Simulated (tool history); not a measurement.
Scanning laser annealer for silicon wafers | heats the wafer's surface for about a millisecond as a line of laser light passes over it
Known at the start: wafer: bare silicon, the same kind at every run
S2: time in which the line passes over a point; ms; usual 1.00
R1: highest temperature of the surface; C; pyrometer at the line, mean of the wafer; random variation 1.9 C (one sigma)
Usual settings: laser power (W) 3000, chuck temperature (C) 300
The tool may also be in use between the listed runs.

{"run": 1, "day": 0.0, "laser power (W)": 3000, "S2": 1.0, "chuck temperature (C)": 300, "R1": 1122}
{"run": 2, "day": 0.292, "laser power (W)": 3168, "S2": 1.0, "chuck temperature (C)": 300, "R1": 1188}
{"run": 3, "day": 0.629, "laser power (W)": 3000, "S2": 1.0, "chuck temperature (C)": 300, "R1": 1124}
{"run": 4, "day": 0.917, "laser power (W)": 3000, "S2": 1.0, "chuck temperature (C)": 300, "R1": 1123}
{"run": 5, "day": 1.496, "laser power (W)": 3000, "S2": 1.0, "chuck temperature (C)": 300, "R1": 1122}
{"run": 6, "day": 1.862, "laser power (W)": 3000, "S2": 1.0, "chuck temperature (C)": 268, "R1": 1090}
{"run": 7, "day": 2.275, "laser power (W)": 3000, "S2": 1.0, "chuck temperature (C)": 268, "R1": 1087}
{"run": 8, "day": 2.871, "laser power (W)": 3000, "S2": 0.74, "chuck temperature (C)": 268, "R1": 977}
{"run": 9, "day": 3.138, "laser power (W)": 3000, "S2": 0.74, "chuck temperature (C)": 268, "R1": 980}
{"run": 10, "day": 3.571, "laser power (W)": 3000, "S2": 0.74, "chuck temperature (C)": 268, "R1": 975}
{"run": 11, "day": 4.008, "laser power (W)": 3000, "S2": 0.74, "chuck temperature (C)": 268, "R1": 980}
{"run": 12, "day": 4.588, "laser power (W)": 3000, "S2": 0.74, "chuck temperature (C)": 268, "R1": 975}
{"run": 13, "day": 4.879, "laser power (W)": 3000, "S2": 1.0, "chuck temperature (C)": 332, "R1": 1155}
{"run": 14, "day": 5.392, "laser power (W)": 3000, "S2": 1.0, "chuck temperature (C)": 332, "R1": 1152}
{"run": 15, "day": 5.854, "laser power (W)": 3000, "S2": 1.0, "chuck temperature (C)": 332, "R1": 1150}
{"run": 16, "day": 6.129, "laser power (W)": 3000, "S2": 1.0, "chuck temperature (C)": 332, "R1": 1151}
{"run": 17, "day": 6.7, "laser power (W)": 3000, "S2": 0.88, "chuck temperature (C)": 332, "R1": 1100}
{"run": 18, "day": 7.217, "laser power (W)": 2749, "S2": 0.88, "chuck temperature (C)": 332, "R1": 1016}
{"run": 19, "day": 7.804, "laser power (W)": 2749, "S2": 0.88, "chuck temperature (C)": 332, "R1": 1013}
{"run": 20, "day": 8.075, "laser power (W)": 3000, "S2": 1.0, "chuck temperature (C)": 300, "R1": 1116}
{"run": 21, "day": 8.546, "laser power (W)": 3000, "S2": 1.0, "chuck temperature (C)": 300, "R1": 1117}
{"run": 22, "day": 9.042, "laser power (W)": 3126, "S2": 1.0, "chuck temperature (C)": 300, "R1": 1162}
{"run": 23, "day": 9.583, "laser power (W)": 3126, "S2": 1.0, "chuck temperature (C)": 300, "R1": 1159}
{"run": 24, "day": 10.021, "laser power (W)": 2793, "S2": 1.0, "chuck temperature (C)": 300, "R1": 1043}
{"run": 25, "day": 10.562, "laser power (W)": 2553, "S2": 0.76, "chuck temperature (C)": 300, "R1": 878}
{"day": 10.738, "done": "laser's power meter calibrated"}
{"run": 26, "day": 10.992, "laser power (W)": 3061, "S2": 1.02, "chuck temperature (C)": 300, "R1": 1146}
{"run": 27, "day": 11.242, "laser power (W)": 3106, "S2": 1.02, "chuck temperature (C)": 304, "R1": 1162}
{"run": 28, "day": 11.771, "laser power (W)": 2804, "S2": 0.83, "chuck temperature (C)": 260, "R1": 940}
{"run": 29, "day": 12.304, "laser power (W)": 3008, "S2": 0.72, "chuck temperature (C)": 300, "R1": 993}
{"run": 30, "day": 12.596, "laser power (W)": 2641, "S2": 1.0, "chuck temperature (C)": 298, "R1": 984}
{"run": 31, "day": 13.179, "laser power (W)": 2942, "S2": 1.0, "chuck temperature (C)": 296, "R1": 1087}
{"day": 13.458, "done": "laser's power meter calibrated, once more"}
{"run": 32, "day": 13.771, "laser power (W)": 2731, "S2": 0.85, "chuck temperature (C)": 270, "R1": 938}
{"run": 33, "day": 14.362, "laser power (W)": 2731, "S2": 0.85, "chuck temperature (C)": 270, "R1": 940}
{"run": 34, "day": 14.725, "laser power (W)": 3008, "S2": 1.21, "chuck temperature (C)": 303, "R1": 1201}
{"run": 35, "day": 15.125, "laser power (W)": 2579, "S2": 1.0, "chuck temperature (C)": 326, "R1": 995}
{"run": 36, "day": 15.65, "laser power (W)": 2579, "S2": 1.0, "chuck temperature (C)": 326, "R1": 992}
{"run": 37, "day": 16.012, "laser power (W)": 3000, "S2": 1.02, "chuck temperature (C)": 282, "R1": 1105}
{"run": 38, "day": 16.408, "laser power (W)": 2724, "S2": 1.08, "chuck temperature (C)": 282, "R1": 1031}
{"run": 39, "day": 16.946, "laser power (W)": 2724, "S2": 1.08, "chuck temperature (C)": 282, "R1": 1025}
{"run": 40, "day": 17.558, "laser power (W)": 2578, "S2": 0.83, "chuck temperature (C)": 300, "R1": 906}

Forecast each of these 5 alternatives for the next run:
{"run": "A", "day": 17.925, "laser power (W)": 2820, "S2": 1.04, "chuck temperature (C)": 289, "R1": "?"}
{"run": "B", "day": 17.925, "laser power (W)": 2869, "S2": 0.83, "chuck temperature (C)": 278, "R1": "?"}
{"run": "C", "day": 17.925, "laser power (W)": 3000, "S2": 1.0, "chuck temperature (C)": 303, "R1": "?"}
{"run": "D", "day": 17.925, "laser power (W)": 2853, "S2": 0.94, "chuck temperature (C)": 296, "R1": "?"}
{"run": "E", "day": 17.925, "laser power (W)": 3000, "S2": 1.0, "chuck temperature (C)": 271, "R1": "?"}

run=A R1=1055
run=B R1=981
run=C R1=1117
run=D R1=1030
run=E R1=1085
Without the tool's hidden state the same runs would have given:
run=A R1=1080
run=B R1=1004
run=C R1=1144
run=D R1=1055
run=E R1=1112
